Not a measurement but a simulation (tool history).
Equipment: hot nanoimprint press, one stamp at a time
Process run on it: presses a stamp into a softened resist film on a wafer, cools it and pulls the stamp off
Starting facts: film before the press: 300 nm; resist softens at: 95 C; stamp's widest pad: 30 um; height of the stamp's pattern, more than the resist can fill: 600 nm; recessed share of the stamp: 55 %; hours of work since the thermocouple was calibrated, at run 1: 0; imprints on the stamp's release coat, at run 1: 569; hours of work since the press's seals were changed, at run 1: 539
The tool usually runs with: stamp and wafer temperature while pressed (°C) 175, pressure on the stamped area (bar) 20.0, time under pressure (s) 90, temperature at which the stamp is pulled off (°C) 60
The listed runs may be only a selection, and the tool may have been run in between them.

run	hour	stamp and wafer temperature while pressed (°C)	pressure on the stamped area (bar)	time under pressure (s)	temperature at which the stamp is pulled off (°C)	hours of work since the thermocouple was calibrated	imprints on the stamp's release coat	hours of work since the press's seals were changed	resist left under the stamp's widest pad (nm)	greatest force while the stamp is pulled off (N)
1	0.0	175	20.0	90	60	0	569	539	149.6	141
2	13.6	175	20.0	163	60	8	615	547	121.9	145
3	31.1	175	20.0	163	60	19	675	558	122.3	149
4	51.2	175	20.0	90	60	31	743	570	150.0	146
5	65.1	175	20.0	90	60	39	790	578	149.4	147
6	85.8	175	20.0	90	60	51	860	590	150.1	146
7	101.4	175	20.5	90	60	60	913	599	147.7	150
8	116.8	175	20.5	90	60	70	966	609	147.1	152
9	134.1	175	20.5	90	60	80	1024	619	149.0	150
10	154.3	175	20.5	90	60	92	1093	631	148.5	151
11	167.5	175	20.5	90	60	100	1138	639	147.3	155
12	191.2	175	20.0	90	60	114	1218	653	151.1	157
13	214.8	175	20.0	90	60	128	1298	667	151.1	156
14	232.7	175	30.5	90	60	138	1359	677	121.9	161
15	254.3	175	30.5	90	60	151	1432	690	121.7	158
16	264.1	175	20.0	84	60	157	1466	696	154.6	156
17	278.0	171	20.0	90	55	165	1513	704	169.9	169
# hour 294.8: stamp cleaned and given a new release coat
18	304.6	175	20.0	121	54	177	34	716	137.9	145
19	320.8	171	29.3	109	56	187	89	726	132.3	145
20	343.9	171	18.3	90	60	201	167	740	177.3	140
21	365.5	178	20.0	145	60	214	240	753	118.3	142
22	375.6	179	16.8	173	64	220	275	759	119.1	135
23	389.6	175	16.8	58	57	228	322	767	189.1	147
24	411.9	175	16.8	58	57	241	398	780	187.7	145
25	427.6	175	16.8	58	57	250	451	789	188.1	147
26	449.4	169	17.5	54	59	263	525	802	216.7	146
27	462.8	169	17.5	54	59	271	571	810	217.3	146
28	486.4	169	12.1	149	59	285	651	824	195.6	149
29	504.6	185	20.0	115	60	296	712	835	106.0	148

Forecast each of these 3 alternatives for the next run:
A	519.6	166	20.0	90	60	305	763	844	?	?
B	519.6	179	21.1	90	60	305	763	844	?	?
C	519.6	185	12.0	115	60	305	763	844	?	?

run	resist left under the stamp's widest pad (nm)	greatest force while the stamp is pulled off (N)
A	196.2	152
B	133.0	147
C	139.4	149
The same runs, with their run-to-run variation unchanged, on a tool lacking any hidden condition would have given:
run	resist left under the stamp's widest pad (nm)	greatest force while the stamp is pulled off (N)
A	189.4	138
B	127.7	134
C	134.8	135

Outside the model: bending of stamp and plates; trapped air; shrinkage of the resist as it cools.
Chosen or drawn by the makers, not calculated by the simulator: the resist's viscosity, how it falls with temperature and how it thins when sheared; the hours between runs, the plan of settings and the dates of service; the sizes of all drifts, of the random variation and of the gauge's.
